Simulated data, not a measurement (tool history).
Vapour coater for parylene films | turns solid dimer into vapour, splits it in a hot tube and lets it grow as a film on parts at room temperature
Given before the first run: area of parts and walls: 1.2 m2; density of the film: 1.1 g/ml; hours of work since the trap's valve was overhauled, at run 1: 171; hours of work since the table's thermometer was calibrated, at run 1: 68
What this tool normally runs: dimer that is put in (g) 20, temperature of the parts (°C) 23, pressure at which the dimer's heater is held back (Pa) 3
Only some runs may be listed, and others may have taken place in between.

| run | hour | dimer that is put in (g) | temperature of the parts (°C) | pressure at which the dimer's heater is held back (Pa) | hours of work since the trap's valve was overhauled | hours of work since the table's thermometer was calibrated | thickness of the film (um) |
|---|---|---|---|---|---|---|---|
| 1 | 0 | 20 | 23 | 3 | 171 | 68 | 9.62 |
| 2 | 14.5 | 20 | 23 | 3 | 179 | 75 | 9.64 |
| 3 | 23.7 | 20 | 23 | 4.49 | 184 | 80 | 8.97 |
| 4 | 39.4 | 20 | 23 | 4.49 | 192 | 89 | 8.91 |
| 5 | 49 | 20 | 23 | 4.49 | 197 | 94 | 8.96 |
| 6 | 60.5 | 10 | 23 | 4.49 | 203 | 100 | 4.5 |
| 7 | 71 | 10 | 23 | 4.49 | 209 | 106 | 4.45 |
| 8 | 85.1 | 20 | 23 | 3 | 216 | 113 | 9.69 |
| 9 | 95.7 | 20 | 23 | 3 | 222 | 119 | 9.67 |
| 10 | 104.8 | 20 | 23 | 3 | 227 | 124 | 9.54 |
| 11 | 119.6 | 20 | 23 | 3 | 235 | 132 | 9.6 |
| 12 | 127.1 | 20 | 23 | 3 | 239 | 136 | 9.6 |
| 13 | 140.5 | 20 | 23 | 3 | 246 | 143 | 9.79 |
| 14 | 151.9 | 20 | 23 | 3 | 252 | 149 | 9.57 |
| 15 | 161.3 | 11 | 23 | 3 | 257 | 154 | 5.25 |
| 16 | 171.8 | 11 | 23 | 3 | 263 | 159 | 5.22 |
| 17 | 185.7 | 11 | 25 | 3 | 270 | 167 | 4.99 |
| 18 | 197.9 | 9 | 23 | 3 | 277 | 173 | 4.32 |
| 19 | 207.7 | 10 | 23 | 2.29 | 282 | 179 | 4.96 |
| 20 | 218.2 | 9 | 23 | 9.34 | 288 | 184 | 3.5 |
| 21 | 230 | 25 | 23 | 9.34 | 294 | 191 | 9.67 |
| 22 | 238.2 | 20 | 23 | 2.84 | 298 | 195 | 9.54 |
| 23 | 253.4 | 29 | 24 | 7.25 | 306 | 203 | 11.37 |
| 24 | 269.1 | 20 | 23 | 9.27 | 315 | 211 | 7.7 |
| 25 | 278.4 | 9 | 24 | 7.41 | 320 | 216 | 3.55 |
| 26 | 289.9 | 35 | 19 | 2.71 | 326 | 223 | 18.69 |
| 27 | 305.8 | 12 | 28 | 5.29 | 334 | 231 | 4.54 |
| 28 | 317 | 12 | 28 | 5.29 | 340 | 237 | 4.53 |
| 29 | 329.9 | 31 | 24 | 2.5 | 347 | 244 | 14.63 |
| 30 | 342.5 | 31 | 24 | 2.5 | 354 | 251 | 14.66 |
| 31 | 357.4 | 33 | 27 | 3.1 | 362 | 259 | 14.1 |
| 32 | 371 | 10 | 23 | 4.77 | 369 | 266 | 4.37 |
| 33 | 383.9 | 10 | 23 | 4.77 | 376 | 273 | 4.32 |
| 34 | 390.8 | 10 | 23 | 4.77 | 380 | 277 | 4.35 |

Predict each of these 4 candidate next runs independently; none follows another, all start after run 34:
| A | 404.9 | 10 | 27 | 5.97 | 387 | 284 | ? |
| B | 404.9 | 14 | 34 | 7.59 | 387 | 284 | ? |
| C | 404.9 | 17 | 25 | 6.62 | 387 | 284 | ? |
| D | 404.9 | 20 | 19 | 3 | 387 | 284 | ? |

| run | thickness of the film (um) |
|---|---|
| A | 3.77 |
| B | 4.26 |
| C | 6.58 |
| D | 10.36 |
With no hidden state in the tool, these same runs would have given:
| run | thickness of the film (um) |
|---|---|
| A | 3.88 |
| B | 4.38 |
| C | 6.76 |
| D | 10.65 |

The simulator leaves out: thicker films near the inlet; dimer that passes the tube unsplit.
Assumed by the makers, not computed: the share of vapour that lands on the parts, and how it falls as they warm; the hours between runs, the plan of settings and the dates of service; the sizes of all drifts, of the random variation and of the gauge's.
